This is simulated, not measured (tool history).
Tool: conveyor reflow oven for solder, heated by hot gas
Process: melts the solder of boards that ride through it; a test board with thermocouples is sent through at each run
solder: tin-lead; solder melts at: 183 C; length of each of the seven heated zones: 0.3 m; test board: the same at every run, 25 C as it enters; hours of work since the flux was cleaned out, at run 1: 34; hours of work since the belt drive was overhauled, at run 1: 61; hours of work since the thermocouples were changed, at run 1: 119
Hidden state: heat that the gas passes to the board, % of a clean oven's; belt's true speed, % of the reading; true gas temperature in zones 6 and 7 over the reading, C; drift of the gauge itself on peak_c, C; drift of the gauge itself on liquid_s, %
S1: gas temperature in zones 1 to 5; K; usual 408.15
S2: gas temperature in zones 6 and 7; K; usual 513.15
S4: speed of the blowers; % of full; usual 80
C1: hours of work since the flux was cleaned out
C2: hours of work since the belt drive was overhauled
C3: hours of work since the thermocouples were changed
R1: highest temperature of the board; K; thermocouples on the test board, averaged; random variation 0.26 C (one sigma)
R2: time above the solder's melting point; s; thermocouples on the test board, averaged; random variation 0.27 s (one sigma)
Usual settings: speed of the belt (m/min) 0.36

{"run": 1, "hour": 0.0, "S1": 408.15, "S2": 513.15, "speed of the belt (m/min)": 0.36, "S4": 80, "C1": 34, "C2": 61, "C3": 119, "R1": 496.05, "R2": 78.9}
{"run": 2, "hour": 9.8, "S1": 408.15, "S2": 513.15, "speed of the belt (m/min)": 0.36, "S4": 90, "C1": 41, "C2": 68, "C3": 126, "R1": 498.55, "R2": 81.6}
{"run": 3, "hour": 20.0, "S1": 408.15, "S2": 513.15, "speed of the belt (m/min)": 0.36, "S4": 65, "C1": 47, "C2": 74, "C3": 132, "R1": 490.85, "R2": 72.8}
{"run": 4, "hour": 30.9, "S1": 408.15, "S2": 513.15, "speed of the belt (m/min)": 0.36, "S4": 65, "C1": 55, "C2": 82, "C3": 139, "R1": 490.65, "R2": 73}
{"run": 5, "hour": 39.7, "S1": 410.15, "S2": 513.15, "speed of the belt (m/min)": 0.36, "S4": 80, "C1": 61, "C2": 88, "C3": 145, "R1": 495.95, "R2": 79.9}
{"run": 6, "hour": 52.1, "S1": 410.15, "S2": 513.15, "speed of the belt (m/min)": 0.36, "S4": 80, "C1": 69, "C2": 96, "C3": 153, "R1": 496.05, "R2": 79.8}
{"run": 7, "hour": 68.3, "S1": 412.15, "S2": 513.15, "speed of the belt (m/min)": 0.36, "S4": 80, "C1": 79, "C2": 106, "C3": 164, "R1": 496.25, "R2": 80.5}
{"run": 8, "hour": 79.3, "S1": 408.15, "S2": 513.15, "speed of the belt (m/min)": 0.36, "S4": 80, "C1": 87, "C2": 114, "C3": 171, "R1": 495.45, "R2": 78.9}
{"run": 9, "hour": 92.0, "S1": 408.15, "S2": 513.15, "speed of the belt (m/min)": 0.36, "S4": 66, "C1": 95, "C2": 122, "C3": 180, "R1": 490.55, "R2": 72.7}
{"run": 10, "hour": 102.0, "S1": 408.15, "S2": 513.15, "speed of the belt (m/min)": 0.36, "S4": 66, "C1": 102, "C2": 129, "C3": 186, "R1": 490.35, "R2": 73.5}
{"run": 11, "hour": 117.7, "S1": 398.15, "S2": 513.15, "speed of the belt (m/min)": 0.36, "S4": 80, "C1": 112, "C2": 139, "C3": 197, "R1": 493.85, "R2": 72.9}
{"run": 12, "hour": 128.1, "S1": 398.15, "S2": 513.15, "speed of the belt (m/min)": 0.36, "S4": 80, "C1": 119, "C2": 146, "C3": 204, "R1": 493.95, "R2": 72.8}
{"run": 13, "hour": 140.3, "S1": 398.15, "S2": 513.15, "speed of the belt (m/min)": 0.36, "S4": 80, "C1": 127, "C2": 154, "C3": 212, "R1": 493.75, "R2": 72.8}
{"run": 14, "hour": 149.1, "S1": 398.15, "S2": 513.15, "speed of the belt (m/min)": 0.36, "S4": 80, "C1": 133, "C2": 160, "C3": 218, "R1": 493.45, "R2": 72.4}
{"run": 15, "hour": 164.4, "S1": 398.15, "S2": 513.15, "speed of the belt (m/min)": 0.36, "S4": 80, "C1": 143, "C2": 170, "C3": 228, "R1": 493.65, "R2": 72.8}
{"run": 16, "hour": 171.4, "S1": 414.15, "S2": 523.15, "speed of the belt (m/min)": 0.346, "S4": 56, "C1": 148, "C2": 175, "C3": 232, "R1": 496.95, "R2": 85.1}
{"run": 17, "hour": 186.1, "S1": 414.15, "S2": 523.15, "speed of the belt (m/min)": 0.346, "S4": 56, "C1": 157, "C2": 184, "C3": 242, "R1": 496.95, "R2": 84.9}
{"run": 18, "hour": 198.8, "S1": 414.15, "S2": 523.15, "speed of the belt (m/min)": 0.346, "S4": 56, "C1": 166, "C2": 193, "C3": 250, "R1": 496.85, "R2": 85.4}
{"run": 19, "hour": 213.9, "S1": 408.15, "S2": 513.15, "speed of the belt (m/min)": 0.36, "S4": 63, "C1": 176, "C2": 203, "C3": 260, "R1": 489.35, "R2": 70.8}
{"run": 20, "hour": 222.2, "S1": 408.15, "S2": 513.15, "speed of the belt (m/min)": 0.36, "S4": 63, "C1": 181, "C2": 208, "C3": 266, "R1": 488.45, "R2": 70.9}
{"run": 21, "hour": 235.8, "S1": 408.15, "S2": 520.15, "speed of the belt (m/min)": 0.385, "S4": 80, "C1": 190, "C2": 217, "C3": 275, "R1": 498.65, "R2": 75.5}
{"run": 22, "hour": 244.5, "S1": 408.15, "S2": 512.15, "speed of the belt (m/min)": 0.34, "S4": 80, "C1": 196, "C2": 223, "C3": 281, "R1": 495.95, "R2": 83.5}
{"run": 23, "hour": 251.8, "S1": 408.15, "S2": 513.15, "speed of the belt (m/min)": 0.43, "S4": 80, "C1": 201, "C2": 228, "C3": 285, "R1": 488.35, "R2": 58.2}
{"run": 24, "hour": 266.0, "S1": 408.15, "S2": 513.15, "speed of the belt (m/min)": 0.43, "S4": 80, "C1": 210, "C2": 237, "C3": 295, "R1": 488.35, "R2": 58.3}
{"run": 25, "hour": 278.4, "S1": 415.15, "S2": 513.15, "speed of the belt (m/min)": 0.38, "S4": 80, "C1": 218, "C2": 245, "C3": 303, "R1": 494.35, "R2": 76.1}
{"run": 26, "hour": 285.9, "S1": 408.15, "S2": 513.15, "speed of the belt (m/min)": 0.4, "S4": 76, "C1": 223, "C2": 250, "C3": 308, "R1": 489.55, "R2": 64.3}
{"run": 27, "hour": 299.1, "S1": 408.15, "S2": 518.15, "speed of the belt (m/min)": 0.36, "S4": 80, "C1": 232, "C2": 259, "C3": 317, "R1": 499.25, "R2": 81.6}
{"run": 28, "hour": 310.3, "S1": 394.15, "S2": 518.15, "speed of the belt (m/min)": 0.429, "S4": 80, "C1": 239, "C2": 266, "C3": 324, "R1": 488.75, "R2": 54.3}
{"run": 29, "hour": 322.7, "S1": 394.15, "S2": 518.15, "speed of the belt (m/min)": 0.429, "S4": 80, "C1": 247, "C2": 274, "C3": 332, "R1": 488.65, "R2": 54}
{"run": 30, "hour": 339.0, "S1": 396.15, "S2": 513.15, "speed of the belt (m/min)": 0.36, "S4": 80, "C1": 258, "C2": 285, "C3": 343, "R1": 492.05, "R2": 70.8}

Hidden state or all else? Some run-to-run changes of R1, split into what the settings, what came in and random variation would give without the hidden state, and what is left for the hidden state (with any gauge scatter that isn't in both results):
Run 20 -> 21: S2 513.15 -> 520.15, speed of the belt (m/min) 0.36 -> 0.385, S4 63 -> 80. R1 +10.2 K: hidden state -0.5, all else +10.7.
Run 22 -> 23: S2 512.15 -> 513.15, speed of the belt (m/min) 0.34 -> 0.43. R1 -7.6 K: hidden state -0.5, all else -7.1.
Run 26 -> 27: S2 513.15 -> 518.15, speed of the belt (m/min) 0.4 -> 0.36, S4 76 -> 80. R1 +9.7 K: hidden state +0.1, all else +9.6.
Run 27 -> 28: S1 408.15 -> 394.15, speed of the belt (m/min) 0.36 -> 0.429. R1 -10.5 K: hidden state -0.7, all else -9.8.
